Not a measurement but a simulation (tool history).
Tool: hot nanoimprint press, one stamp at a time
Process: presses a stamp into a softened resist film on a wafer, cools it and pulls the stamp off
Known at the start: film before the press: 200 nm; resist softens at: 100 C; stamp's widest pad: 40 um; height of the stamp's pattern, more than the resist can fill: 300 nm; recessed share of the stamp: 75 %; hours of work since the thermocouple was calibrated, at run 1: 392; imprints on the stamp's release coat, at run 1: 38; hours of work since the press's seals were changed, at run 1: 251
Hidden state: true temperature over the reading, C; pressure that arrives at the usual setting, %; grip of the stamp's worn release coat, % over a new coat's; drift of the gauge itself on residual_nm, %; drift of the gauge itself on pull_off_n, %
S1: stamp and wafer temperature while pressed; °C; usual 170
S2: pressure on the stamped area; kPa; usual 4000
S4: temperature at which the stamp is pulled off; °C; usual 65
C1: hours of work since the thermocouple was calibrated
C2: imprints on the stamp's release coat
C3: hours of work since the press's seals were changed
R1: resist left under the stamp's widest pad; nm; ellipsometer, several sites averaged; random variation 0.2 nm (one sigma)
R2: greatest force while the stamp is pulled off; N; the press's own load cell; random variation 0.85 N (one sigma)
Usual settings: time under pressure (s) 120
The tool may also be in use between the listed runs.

run 1 hour=0 | S1=170 S2=4000 time_under_pressure_(s)=120 S4=65 | C1=392 C2=38 C3=251 | R1=65.6 R2=97.9
run 2 hour=5 | S1=170 S2=4000 time_under_pressure_(s)=120 S4=65 | C1=396 C2=60 C3=255 | R1=65.8 R2=97.3
run 3 hour=14.6 | S1=170 S2=4910 time_under_pressure_(s)=120 S4=65 | C1=402 C2=101 C3=261 | R1=58.5 R2=99.6
run 4 hour=18.6 | S1=170 S2=4000 time_under_pressure_(s)=120 S4=65 | C1=405 C2=118 C3=264 | R1=65.3 R2=100.7
run 5 hour=25.2 | S1=170 S2=4000 time_under_pressure_(s)=120 S4=65 | C1=409 C2=147 C3=268 | R1=65.9 R2=99
run 6 hour=29.2 | S1=170 S2=4000 time_under_pressure_(s)=120 S4=65 | C1=412 C2=164 C3=271 | R1=65.6 R2=100.1
run 7 hour=37.6 | S1=170 S2=4000 time_under_pressure_(s)=120 S4=65 | C1=418 C2=200 C3=277 | R1=65.6 R2=100.4
run 8 hour=46.3 | S1=170 S2=5510 time_under_pressure_(s)=120 S4=60 | C1=424 C2=238 C3=283 | R1=54 R2=111.2
run 9 hour=51.6 | S1=170 S2=5420 time_under_pressure_(s)=120 S4=65 | C1=427 C2=261 C3=286 | R1=54.3 R2=103.8
run 10 hour=56.6 | S1=170 S2=4240 time_under_pressure_(s)=120 S4=65 | C1=431 C2=282 C3=290 | R1=63 R2=101.3
run 11 hour=61.7 | S1=170 S2=2950 time_under_pressure_(s)=120 S4=58 | C1=434 C2=305 C3=293 | R1=78.8 R2=114.9
run 12 hour=66.8 | S1=170 S2=2950 time_under_pressure_(s)=120 S4=58 | C1=438 C2=327 C3=296 | R1=78.8 R2=115.7
run 13 hour=71.5 | S1=169 S2=6180 time_under_pressure_(s)=120 S4=58 | C1=441 C2=347 C3=300 | R1=52.3 R2=116.8

Forecast each of these 3 alternatives for the next run:
run A hour=79.2 | S1=170 S2=5060 time_under_pressure_(s)=120 S4=69 | C1=446 C2=380 C3=305 | R1=? R2=?
run B hour=79.2 | S1=170 S2=4000 time_under_pressure_(s)=120 S4=62 | C1=446 C2=380 C3=305 | R1=? R2=?
run C hour=79.2 | S1=182 S2=4000 time_under_pressure_(s)=120 S4=65 | C1=446 C2=380 C3=305 | R1=? R2=?

run=A R1=56.6 R2=97.4
run=B R1=65 R2=111.3
run=C R1=39.8 R2=105
Without the tool's hidden state the same runs would have given:
run=A R1=60.8 R2=92.5
run=B R1=69.9 R2=105.2
run=C R1=42.4 R2=99.5
